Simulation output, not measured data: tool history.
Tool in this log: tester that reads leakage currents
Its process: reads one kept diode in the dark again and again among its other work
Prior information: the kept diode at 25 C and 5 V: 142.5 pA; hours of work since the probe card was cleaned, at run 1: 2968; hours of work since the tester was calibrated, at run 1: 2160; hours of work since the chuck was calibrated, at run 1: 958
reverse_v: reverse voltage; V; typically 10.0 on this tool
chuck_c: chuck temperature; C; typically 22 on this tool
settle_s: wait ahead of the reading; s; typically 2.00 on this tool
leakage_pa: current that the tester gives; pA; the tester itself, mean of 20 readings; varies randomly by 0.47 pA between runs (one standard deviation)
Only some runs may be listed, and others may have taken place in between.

run     day  reverse_v  chuck_c  settle_s  hours of work since the probe card was cleaned  hours of work since the tester was calibrated  hours of work since the chuck was calibrated  leakage_pa
  1   0.000       10.0       22      2.00                                            2968                                           2160                                           958      170.29
  2   1.908       10.0       22      2.00                                            3000                                           2192                                           991      169.82
  3   5.321       10.0       22      0.62                                            3059                                           2251                                          1050      171.44
  4   8.296       10.0       24      0.62                                            3110                                           2302                                          1101      199.18
  5  11.417       10.0       24      0.62                                            3164                                           2356                                          1155      198.32
  6  13.850       10.0       22      2.00                                            3206                                           2397                                          1196      169.34
  7  15.658       10.0       22      0.46                                            3237                                           2429                                          1227      172.33
  8  17.396       10.0       22      0.46                                            3266                                           2458                                          1257      171.25
  9  20.125       10.0       22      0.46                                            3313                                           2505                                          1304      170.71
     20.717  -- probe card cleaned and baked
 10  21.742       10.0       22      0.46                                              18                                           2531                                          1330      167.76
 11  25.129        1.1       22      2.00                                              76                                           2589                                          1388       44.55
 12  27.921        1.1       22      2.00                                             124                                           2637                                          1436       44.51
 13  29.346        5.4       22      2.00                                             148                                           2661                                          1460      114.40
 14  30.788       10.0       22      7.07                                             173                                           2686                                          1485      163.38
 15  32.592       10.0       24      2.00                                             204                                           2717                                          1516      192.20
 16  34.162       10.0       24      2.00                                             231                                           2744                                          1543      190.99
 17  36.050       10.0       24      2.00                                             263                                           2777                                          1576      191.80
 18  39.454       10.0       22      2.00                                             322                                           2835                                          1634      164.10
 19  42.871       10.0       38      2.00                                             380                                           2894                                          1693      521.09
 20  45.579       10.0       47      2.00                                             427                                           2940                                          1739      945.06
     46.896  -- chuck's temperature calibrated
 21  48.346       10.0       32      0.88                                             473                                           2986                                            25      362.75
 22  51.467       10.0       32      0.88                                             527                                           3040                                            79      361.87
 23  53.342        3.1       37      1.11                                             559                                           3072                                           111      255.04
 24  54.754        7.2       27      0.37                                             583                                           3096                                           135      209.54
 25  56.588        4.3       24      0.95                                             615                                           3128                                           166      122.66
 26  58.254        9.3       30      0.95                                             643                                           3157                                           195      299.28
 27  60.100        9.3       30      2.71                                             675                                           3188                                           227      298.91
 28  61.850       10.5       55      3.99                                             705                                           3218                                           257     1693.31
 29  63.708       18.8       55      3.99                                             737                                           3250                                           289     2378.73
 30  65.967       10.0       58      2.26                                             776                                           3289                                           328     1962.26
 31  67.983       10.0       58      2.26                                             810                                           3324                                           362     1963.59
 32  70.050       10.0       58      2.26                                             846                                           3359                                           398     1966.11
 33  72.683        3.4       22      0.50                                             891                                           3404                                           443       91.45
 34  75.971        5.8       22      0.50                                             948                                           3461                                           499      125.87
 35  78.892       14.5       54      9.56                                             998                                           3511                                           550     1907.27
 36  80.988       14.5       54      9.56                                            1034                                           3547                                           586     1908.97
 37  82.733       14.5       54      9.56                                            1064                                           3577                                           616     1912.68
 38  84.592        2.5       49      0.69                                            1096                                           3609                                           647      490.77
 39  87.725        2.5       49      0.69                                            1149                                           3663                                           701      490.64
 40  89.588        2.5       49      0.69                                            1181                                           3695                                           733      489.90

Describe how what the log doesn't record of the tool's condition differs between the last listed run preceding each entry between runs and the first listed run following it.
From run 9 to run 10: probe card cleaned and baked (day 20.717)
  stray current of the dirty probe card, pA a volt: 0.293 -> 0.024; current scale over the true one, %: 0.77 -> 0.78; true chuck temperature over the reading, C: -0.65 -> -0.67
  the result without the hidden state subtracted from the measured one, leakage_pa: -4.29 -> -7.13 pA
From run 20 to run 21: chuck's temperature calibrated (day 46.896)
  stray current of the dirty probe card, pA a volt: 0.057 -> 0.061; current scale over the true one, %: 0.92 -> 0.94; true chuck temperature over the reading, C: -0.86 -> -0.05
  the result without the hidden state subtracted from the measured one, leakage_pa: -44.71 -> +2.40 pA

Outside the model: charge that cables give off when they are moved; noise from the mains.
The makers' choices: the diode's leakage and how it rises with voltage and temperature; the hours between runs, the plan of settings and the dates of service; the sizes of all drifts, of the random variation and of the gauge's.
